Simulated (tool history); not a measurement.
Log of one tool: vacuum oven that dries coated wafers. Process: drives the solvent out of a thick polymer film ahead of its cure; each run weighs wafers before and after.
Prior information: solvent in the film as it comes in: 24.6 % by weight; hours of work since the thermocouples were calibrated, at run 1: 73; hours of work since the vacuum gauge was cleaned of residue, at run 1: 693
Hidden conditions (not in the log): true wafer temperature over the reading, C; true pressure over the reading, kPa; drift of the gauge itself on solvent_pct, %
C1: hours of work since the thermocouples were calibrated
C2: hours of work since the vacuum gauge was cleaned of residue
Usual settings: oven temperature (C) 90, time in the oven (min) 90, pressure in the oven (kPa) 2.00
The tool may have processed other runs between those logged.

run 1 hour=0.0 | oven_temperature_(C)=90 time_in_the_oven_(min)=90 pressure_in_the_oven_(kPa)=2.00 | C1=73 C2=693 | solvent_left_in_the_film_(%)=4.33
run 2 hour=74.7 | oven_temperature_(C)=90 time_in_the_oven_(min)=90 pressure_in_the_oven_(kPa)=2.01 | C1=116 C2=736 | solvent_left_in_the_film_(%)=4.43
run 3 hour=122.9 | oven_temperature_(C)=90 time_in_the_oven_(min)=90 pressure_in_the_oven_(kPa)=2.00 | C1=144 C2=764 | solvent_left_in_the_film_(%)=4.38
run 4 hour=196.7 | oven_temperature_(C)=90 time_in_the_oven_(min)=90 pressure_in_the_oven_(kPa)=2.00 | C1=187 C2=806 | solvent_left_in_the_film_(%)=4.39
run 5 hour=308.2 | oven_temperature_(C)=90 time_in_the_oven_(min)=90 pressure_in_the_oven_(kPa)=2.49 | C1=251 C2=871 | solvent_left_in_the_film_(%)=4.96
run 6 hour=420.7 | oven_temperature_(C)=90 time_in_the_oven_(min)=90 pressure_in_the_oven_(kPa)=2.49 | C1=317 C2=936 | solvent_left_in_the_film_(%)=4.82
run 7 hour=473.1 | oven_temperature_(C)=90 time_in_the_oven_(min)=90 pressure_in_the_oven_(kPa)=2.49 | C1=347 C2=967 | solvent_left_in_the_film_(%)=4.91
run 8 hour=563.4 | oven_temperature_(C)=98 time_in_the_oven_(min)=138 pressure_in_the_oven_(kPa)=1.44 | C1=399 C2=1019 | solvent_left_in_the_film_(%)=1.56
run 9 hour=638.5 | oven_temperature_(C)=100 time_in_the_oven_(min)=135 pressure_in_the_oven_(kPa)=1.27 | C1=443 C2=1062 | solvent_left_in_the_film_(%)=1.27
run 10 hour=696.8 | oven_temperature_(C)=81 time_in_the_oven_(min)=139 pressure_in_the_oven_(kPa)=1.28 | C1=476 C2=1096 | solvent_left_in_the_film_(%)=5.31
run 11 hour=757.4 | oven_temperature_(C)=97 time_in_the_oven_(min)=139 pressure_in_the_oven_(kPa)=1.28 | C1=512 C2=1131 | solvent_left_in_the_film_(%)=1.48
run 12 hour=818.9 | oven_temperature_(C)=97 time_in_the_oven_(min)=56 pressure_in_the_oven_(kPa)=1.28 | C1=547 C2=1167 | solvent_left_in_the_film_(%)=2.87

For run 13, what comes out?
run 13 hour=906.7 | oven_temperature_(C)=102 time_in_the_oven_(min)=135 pressure_in_the_oven_(kPa)=1.16 | C1=598 C2=1218 | solvent_left_in_the_film_(%)=?

Run 13 gave solvent left in the film (%) 1.12.
Without the tool's hidden state the same run would have given solvent left in the film (%) 1.10.
